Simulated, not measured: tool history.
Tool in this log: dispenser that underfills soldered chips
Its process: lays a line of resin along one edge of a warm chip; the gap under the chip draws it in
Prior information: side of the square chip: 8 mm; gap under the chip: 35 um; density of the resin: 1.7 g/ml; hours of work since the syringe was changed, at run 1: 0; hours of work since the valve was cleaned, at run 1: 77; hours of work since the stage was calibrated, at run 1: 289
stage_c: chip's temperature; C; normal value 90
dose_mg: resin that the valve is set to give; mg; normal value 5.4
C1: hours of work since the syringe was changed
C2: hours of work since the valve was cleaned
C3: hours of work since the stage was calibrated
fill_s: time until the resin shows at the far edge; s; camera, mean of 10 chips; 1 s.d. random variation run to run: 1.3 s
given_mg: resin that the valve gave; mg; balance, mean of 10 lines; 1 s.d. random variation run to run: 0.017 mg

{"run": 1, "hour": 0.0, "stage_c": 90, "dose_mg": 5.4, "C1": 0, "C2": 77, "C3": 289, "fill_s": 146.9, "given_mg": 5.28}
{"run": 2, "hour": 10.0, "stage_c": 90, "dose_mg": 5.4, "C1": 8, "C2": 85, "C3": 297, "fill_s": 203.8, "given_mg": 5.25}
{"hour": 12.2, "done": "new syringe of resin"}
{"run": 3, "hour": 21.2, "stage_c": 90, "dose_mg": 5.4, "C1": 7, "C2": 93, "C3": 305, "fill_s": 187.1, "given_mg": 5.24}
{"hour": 23.9, "done": "new syringe of resin"}
{"run": 4, "hour": 27.4, "stage_c": 90, "dose_mg": 6.33, "C1": 3, "C2": 98, "C3": 310, "fill_s": 157.6, "given_mg": 6.14}
{"hour": 36.1, "done": "new syringe of resin"}
{"run": 5, "hour": 37.3, "stage_c": 90, "dose_mg": 6.33, "C1": 1, "C2": 105, "C3": 317, "fill_s": 146, "given_mg": 6.12}
{"run": 6, "hour": 46.3, "stage_c": 90, "dose_mg": 6.33, "C1": 8, "C2": 112, "C3": 324, "fill_s": 197.9, "given_mg": 6.1}
{"hour": 48.2, "done": "new syringe of resin"}
{"run": 7, "hour": 52.1, "stage_c": 90, "dose_mg": 6.33, "C1": 3, "C2": 116, "C3": 328, "fill_s": 159.6, "given_mg": 6.1}
{"run": 8, "hour": 58.9, "stage_c": 94, "dose_mg": 6.33, "C1": 8, "C2": 122, "C3": 334, "fill_s": 169.9, "given_mg": 6.09}
{"hour": 59.9, "done": "new syringe of resin"}
{"run": 9, "hour": 65.5, "stage_c": 94, "dose_mg": 6.33, "C1": 4, "C2": 127, "C3": 339, "fill_s": 146, "given_mg": 6.05}
{"hour": 72.0, "done": "new syringe of resin"}
{"hour": 77.6, "done": "dispensing valve cleaned and set on the balance"}
{"run": 10, "hour": 78.6, "stage_c": 94, "dose_mg": 5.72, "C1": 4, "C2": 1, "C3": 348, "fill_s": 145.3, "given_mg": 5.72}
{"hour": 84.8, "done": "new syringe of resin"}
{"run": 11, "hour": 89.0, "stage_c": 75, "dose_mg": 5.4, "C1": 3, "C2": 9, "C3": 356, "fill_s": 299.8, "given_mg": 5.41}
{"hour": 96.5, "done": "new syringe of resin"}
{"run": 12, "hour": 100.3, "stage_c": 84, "dose_mg": 6.36, "C1": 3, "C2": 17, "C3": 364, "fill_s": 202.3, "given_mg": 6.32}
{"hour": 108.2, "done": "new syringe of resin"}
{"run": 13, "hour": 110.2, "stage_c": 86, "dose_mg": 5.82, "C1": 2, "C2": 25, "C3": 372, "fill_s": 177.3, "given_mg": 5.75}

Run 14 has not been measured yet. What should we expect?
{"run": 14, "hour": 116.4, "stage_c": 102, "dose_mg": 5.81, "C1": 6, "C2": 29, "C3": 376, "fill_s": "?", "given_mg": "?"}

Run 14 produced fill_s 119.3 s, given_mg 5.75 mg.
Were there no unlogged condition in the tool, this run, its random variation unchanged, would have produced fill_s 83.4 s, given_mg 5.81 mg.
